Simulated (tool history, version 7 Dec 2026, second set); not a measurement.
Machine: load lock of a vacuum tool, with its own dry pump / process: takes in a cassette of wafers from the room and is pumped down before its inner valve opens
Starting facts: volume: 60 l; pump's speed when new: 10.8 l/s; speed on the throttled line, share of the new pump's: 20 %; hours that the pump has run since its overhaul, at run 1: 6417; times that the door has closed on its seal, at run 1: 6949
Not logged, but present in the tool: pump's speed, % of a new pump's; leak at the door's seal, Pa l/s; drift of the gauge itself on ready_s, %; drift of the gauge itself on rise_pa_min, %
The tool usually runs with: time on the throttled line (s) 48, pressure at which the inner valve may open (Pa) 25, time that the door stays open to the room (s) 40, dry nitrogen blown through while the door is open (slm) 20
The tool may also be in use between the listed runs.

| run | hour | time on the throttled line (s) | pressure at which the inner valve may open (Pa) | time that the door stays open to the room (s) | dry nitrogen blown through while the door is open (slm) | hours that the pump has run since its overhaul | times that the door has closed on its seal | incoming humidity of the room's air, % | time from the closed door until the inner valve may open (s) | rise of the pressure with all valves shut (Pa/min) |
|---|---|---|---|---|---|---|---|---|---|---|
| 1 | 0 | 48 | 25 | 40 | 20 | 6417 | 6949 | 47.7 | 86.6 | 0.057 |
| 2 | 63.4 | 48 | 25 | 40 | 20 | 6480 | 7160 | 43.9 | 87.8 | 0.058 |
| 3 | 175.4 | 48 | 25 | 40 | 20 | 6592 | 7534 | 45.4 | 87.4 | 0.06 |
| 4 | 260.5 | 48 | 50 | 40 | 20 | 6677 | 7818 | 42.3 | 84.6 | 0.064 |
| 5 | 361.1 | 48 | 25 | 40 | 15 | 6778 | 8153 | 44.3 | 88.6 | 0.067 |
| 6 | 455.3 | 48 | 25 | 40 | 15 | 6872 | 8467 | 46.1 | 89.6 | 0.076 |
| 7 | 562.6 | 48 | 25 | 40 | 8 | 6979 | 8825 | 45.6 | 89.1 | 0.082 |
| 8 | 651.3 | 48 | 25 | 40 | 8 | 7068 | 9120 | 43.3 | 88.4 | 0.084 |
| 9 | 767.3 | 48 | 25 | 40 | 8 | 7184 | 9507 | 44.1 | 88.6 | 0.091 |
| 10 | 900.1 | 48 | 25 | 40 | 8 | 7317 | 9950 | 45.6 | 87.3 | 0.089 |
| 11 | 999.9 | 48 | 25 | 40 | 8 | 7417 | 10283 | 43.8 | 87.9 | 0.094 |
| 12 | 1106.7 | 48 | 25 | 40 | 8 | 7524 | 10639 | 43.3 | 88.1 | 0.091 |
| 13 | 1211.3 | 48 | 39 | 40 | 20 | 7628 | 10987 | 38.6 | 86 | 0.087 |
| 14 | 1280.7 | 48 | 39 | 40 | 20 | 7698 | 11219 | 44.1 | 85.7 | 0.09 |
| 15 | 1409.2 | 48 | 39 | 40 | 20 | 7826 | 11647 | 47.9 | 85.6 | 0.093 |
| 16 | 1536.1 | 48 | 39 | 40 | 20 | 7953 | 12070 | 45.1 | 84.8 | 0.096 |
| 17 | 1632.9 | 48 | 39 | 40 | 20 | 8050 | 12393 | 46.3 | 86.5 | 0.096 |
| 18 | 1726.7 | 61 | 25 | 40 | 20 | 8144 | 12706 | 46.2 | 98.8 | 0.103 |
| 19 | 1796.7 | 61 | 25 | 40 | 20 | 8214 | 12939 | 44.3 | 100.7 | 0.104 |
| 20 | 1873.6 | 61 | 25 | 40 | 20 | 8290 | 13195 | 46 | 99.1 | 0.106 |
| 21 | 1961.7 | 30 | 25 | 40 | 5 | 8379 | 13489 | 43.5 | 75 | 0.116 |
| 22 | 2095.7 | 48 | 23 | 118 | 20 | 8513 | 13936 | 44.3 | 89.5 | 0.121 |
| 23 | 2174.1 | 48 | 23 | 118 | 20 | 8591 | 14198 | 42.7 | 89.9 | 0.118 |
| 24 | 2269.1 | 72 | 29 | 49 | 8 | 8686 | 14514 | 48.2 | 105.9 | 0.131 |
| 25 | 2384.2 | 72 | 29 | 49 | 8 | 8801 | 14898 | 43.7 | 106.8 | 0.129 |
| 26 | 2499.4 | 72 | 25 | 153 | 7 | 8916 | 15282 | 47.5 | 107.2 | 0.153 |
| 27 | 2630.4 | 26 | 38 | 100 | 5 | 9047 | 15719 | 46.2 | 69.6 | 0.153 |
| 28 | 2742.3 | 26 | 38 | 100 | 5 | 9159 | 16092 | 44.6 | 69.5 | 0.154 |
| 29 | 2865 | 55 | 31 | 33 | 31 | 9282 | 16501 | 45.3 | 93.4 | 0.128 |
| 30 | 2925.3 | 55 | 31 | 33 | 31 | 9342 | 16702 | 43.2 | 93.1 | 0.129 |
| 31 | 3037.3 | 55 | 31 | 33 | 31 | 9454 | 17075 | 45.4 | 94 | 0.132 |
| 32 | 3144.9 | 55 | 41 | 31 | 4 | 9562 | 17434 | 46.1 | 91.9 | 0.153 |
| 33 | 3272.9 | 55 | 41 | 31 | 4 | 9690 | 17861 | 46.1 | 91.9 | 0.157 |
| 34 | 3366.1 | 55 | 41 | 31 | 4 | 9783 | 18172 | 46 | 92 | 0.161 |
| 35 | 3437.2 | 61 | 35 | 37 | 20 | 9854 | 18409 | 44.3 | 98.6 | 0.15 |
| 36 | 3510.5 | 61 | 35 | 37 | 20 | 9927 | 18653 | 48 | 98.8 | 0.151 |
| 37 | 3567.7 | 48 | 25 | 31 | 20 | 9985 | 18844 | 44 | 89.3 | 0.161 |

Results for each run, recomputed without the tool's hidden state and with each run's random variation untouched:
| run | time from the closed door until the inner valve may open (s) | rise of the pressure with all valves shut (Pa/min) |
|---|---|---|
| 1 | 83.4 | 0.022 |
| 2 | 84.5 | 0.02 |
| 3 | 84.1 | 0.02 |
| 4 | 81.5 | 0.023 |
| 5 | 85.1 | 0.024 |
| 6 | 86.1 | 0.03 |
| 7 | 85.5 | 0.035 |
| 8 | 84.8 | 0.034 |
| 9 | 85 | 0.037 |
| 10 | 83.6 | 0.033 |
| 11 | 84.2 | 0.036 |
| 12 | 84.3 | 0.032 |
| 13 | 82.4 | 0.024 |
| 14 | 82.1 | 0.025 |
| 15 | 81.9 | 0.026 |
| 16 | 81.1 | 0.025 |
| 17 | 82.7 | 0.024 |
| 18 | 94.9 | 0.027 |
| 19 | 96.7 | 0.027 |
| 20 | 95.1 | 0.027 |
| 21 | 70.3 | 0.034 |
| 22 | 85.1 | 0.036 |
| 23 | 85.4 | 0.03 |
| 24 | 102.2 | 0.04 |
| 25 | 103 | 0.035 |
| 26 | 103.2 | 0.057 |
| 27 | 64.6 | 0.053 |
| 28 | 64.4 | 0.049 |
| 29 | 88.9 | 0.021 |
| 30 | 88.7 | 0.019 |
| 31 | 89.5 | 0.019 |
| 32 | 87.5 | 0.037 |
| 33 | 87.5 | 0.036 |
| 34 | 87.6 | 0.038 |
| 35 | 94.1 | 0.021 |
| 36 | 94.2 | 0.022 |
| 37 | 84.2 | 0.03 |
